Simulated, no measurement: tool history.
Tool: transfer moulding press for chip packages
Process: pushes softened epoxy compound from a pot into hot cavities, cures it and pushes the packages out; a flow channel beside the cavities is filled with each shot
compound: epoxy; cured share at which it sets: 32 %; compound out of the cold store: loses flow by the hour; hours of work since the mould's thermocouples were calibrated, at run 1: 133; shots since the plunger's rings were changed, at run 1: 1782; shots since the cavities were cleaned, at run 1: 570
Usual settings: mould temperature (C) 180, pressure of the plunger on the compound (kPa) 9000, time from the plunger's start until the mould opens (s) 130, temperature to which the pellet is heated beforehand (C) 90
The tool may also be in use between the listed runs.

run	hour	mould temperature (C)	pressure of the plunger on the compound (kPa)	time from the plunger's start until the mould opens (s)	temperature to which the pellet is heated beforehand (C)	hours of work since the mould's thermocouples were calibrated	shots since the plunger's rings were changed	shots since the cavities were cleaned	incoming compound's hours out of the cold store	length that the compound runs in the flow channel (mm)	greatest force on the pins that push the packages out (N)
1	0.0	180	9000	130	90	133	1782	570	41.7	799	495
2	15.6	180	9000	130	90	142	1918	706	26.3	845	560
3	34.4	180	9000	130	90	152	2084	872	18.7	870	582
4	44.2	180	9000	130	90	158	2170	958	46.1	775	572
5	54.8	180	9000	130	90	164	2263	1051	25.5	845	588
# hour 68.7: cavities cleaned with cleaning compound and waxed
6	74.6	180	9000	130	90	174	2423	52	8.6	911	344
7	86.7	180	9000	130	90	181	2530	159	11.3	879	395
8	103.8	180	9000	130	90	190	2680	309	42.8	773	446
9	114.2	180	9000	130	90	196	2771	400	17.4	863	463
10	128.0	180	9000	130	90	204	2892	521	36.9	797	493
11	146.4	180	9000	130	90	214	3054	683	23.5	834	543
12	164.8	180	9000	130	90	225	3216	845	45.3	760	559
13	179.8	180	9000	130	90	233	3348	977	8.5	884	589
14	192.7	180	7350	130	90	240	3460	1089	17.4	766	601
# hour 202.2: cavities cleaned with cleaning compound and waxed
15	205.4	180	6950	130	90	247	3559	28	44.1	667	299
16	216.8	180	6950	135	83	253	3659	128	44.9	668	349
# hour 223.6: plunger's sealing rings changed
17	229.0	179	6860	169	90	259	47	213	37.4	730	343
18	237.2	179	9280	149	84	263	120	286	21.6	906	407
19	247.2	179	9280	149	84	269	207	373	28.1	883	422
20	261.5	180	8700	134	97	277	333	499	14.7	898	510
# hour 265.3: mould's thermocouples calibrated
21	278.6	180	8170	130	97	7	465	631	47.3	757	504
22	297.0	180	8170	130	97	18	627	793	20.0	847	564
23	305.7	182	8000	130	90	23	703	869	12.9	856	552
24	322.7	185	10410	139	93	32	852	1018	14.3	949	490
# hour 334.2: mould's thermocouples calibrated, once more
25	339.5	181	7240	139	93	3	982	1148	24.7	774	537
# hour 342.4: cavities cleaned with cleaning compound and waxed
26	350.9	180	10280	130	85	9	1069	74	10.1	981	347
27	362.2	180	6930	130	99	15	1169	174	22.5	762	397
28	371.8	180	6930	130	99	20	1253	258	42.8	701	429

Measured less the same run without the tool's hidden state. The same run-to-run variation is in both; the gauge's scatter may not be:
The hidden state here: true mould temperature over the reading, C; pressure that reaches the compound, % of what is set; grip of the stained cavities, % over clean ones'; drift of the gauge itself on flow_mm, %; drift of the gauge itself on push_out_n, %.
run	length that the compound runs in the flow channel (mm)	greatest force on the pins that push the packages out (N)
1	-28	+220
2	-32	+258
3	-35	+281
4	-32	+279
5	-37	+295
6	-42	+36
7	-43	+93
8	-40	+149
9	-46	+175
10	-44	+208
11	-50	+247
12	-47	+269
13	-58	+293
14	-52	+302
15	-46	+16
16	-48	+70
17	-1	+96
18	-3	+131
19	-4	+154
20	-5	+211
21	-7	+225
22	-10	+265
23	-11	+266
24	-15	+244
25	-12	+276
26	-18	+52
27	-15	+101
28	-15	+133

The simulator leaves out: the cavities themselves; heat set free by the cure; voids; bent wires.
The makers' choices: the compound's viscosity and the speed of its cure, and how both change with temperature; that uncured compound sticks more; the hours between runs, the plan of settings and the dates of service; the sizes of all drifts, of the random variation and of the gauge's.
